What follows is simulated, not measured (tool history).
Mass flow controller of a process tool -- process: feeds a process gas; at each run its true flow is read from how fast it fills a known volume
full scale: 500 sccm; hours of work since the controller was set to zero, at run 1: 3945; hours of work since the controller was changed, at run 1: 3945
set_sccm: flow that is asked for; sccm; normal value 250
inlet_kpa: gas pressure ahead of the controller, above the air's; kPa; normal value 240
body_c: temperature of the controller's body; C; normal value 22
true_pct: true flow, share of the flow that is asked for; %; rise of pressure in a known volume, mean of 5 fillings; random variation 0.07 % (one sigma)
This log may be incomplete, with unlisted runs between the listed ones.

run	hour	set_sccm	inlet_kpa	body_c	hours of work since the controller was set to zero	hours of work since the controller was changed	true_pct
1	0	250	240	22	3945	3945	99.69
2	149.7	250	240	22	4015	4015	99.79
3	259.4	250	240	22	4066	4066	99.76
4	441.1	250	201	22	4150	4150	100.13
5	552.4	250	179	22	4202	4202	100.41
6	709.5	250	148	22	4275	4275	100.44
7	839.3	250	148	22	4335	4335	100.56
8	934.7	199	240	22	4379	4379	99.3
9	1130	199	240	22	4470	4470	99.28
10	1240.1	250	240	22	4521	4521	99.85
11	1403.7	250	149	22	4597	4597	100.6
12	1573.2	250	144	22	4676	4676	100.73
13	1684.3	250	144	22	4727	4727	100.72
14	1829.2	250	144	22	4794	4794	100.75
15	1932.2	250	144	22	4842	4842	100.78
16	2060.4	250	240	22	4902	4902	100.13
17	2224.5	250	240	22	4978	4978	100.07
18	2314.3	250	240	22	5020	5020	100.05
19	2397.8	250	240	22	5058	5058	100.16
20	2523.5	250	145	22	5117	5117	100.86
21	2681.7	250	145	22	5190	5190	100.81
# hour 2834.9: controller exchanged for a calibrated one
22	2834.9	250	240	22	0	0	98.02
23	2996.3	90	197	26	75	75	97.59
24	3174.9	250	154	22	158	158	98.52
25	3336.1	135	240	22	233	233	97.2
26	3459.4	135	240	22	290	290	97.37
27	3585.3	135	240	22	348	348	97.26
28	3737.7	135	240	22	419	419	97.31
29	3916.3	135	240	22	502	502	97.38
30	4042	60	240	25	560	560	96.47
31	4165.9	448	175	30	618	618	100.53
32	4362.9	129	190	22	709	709	97.77
33	4476.7	129	190	22	762	762	97.7
34	4598.6	250	240	22	819	819	98.32
35	4775	384	237	22	901	901	99.3
36	4893.6	68	157	22	956	956	96.99
37	4997.6	68	157	22	1004	1004	97.01
38	5173.7	217	181	22	1086	1086	98.47
39	5299.5	322	273	22	1144	1144	98.68
40	5415.8	65	247	22	1198	1198	96.24
41	5533.8	250	142	39	1253	1253	100.33
42	5649.3	250	142	39	1306	1306	100.47
43	5760.6	84	240	22	1358	1358	96.7

Below are 5 alternative next runs, each starting from the tool's condition after run 43. Predict each:
A	5875.2	250	143	21	1411	1411	?
B	5875.2	52	177	31	1411	1411	?
C	5875.2	375	164	22	1411	1411	?
D	5875.2	87	240	22	1411	1411	?
E	5875.2	168	240	22	1411	1411	?

run	true_pct
A	99.16
B	96.71
C	99.93
D	96.71
E	97.8
The same runs, with their run-to-run variation unchanged, on a tool lacking any hidden condition would have given:
run	true_pct
A	98.61
B	97.85
C	99.23
D	96.99
E	97.46
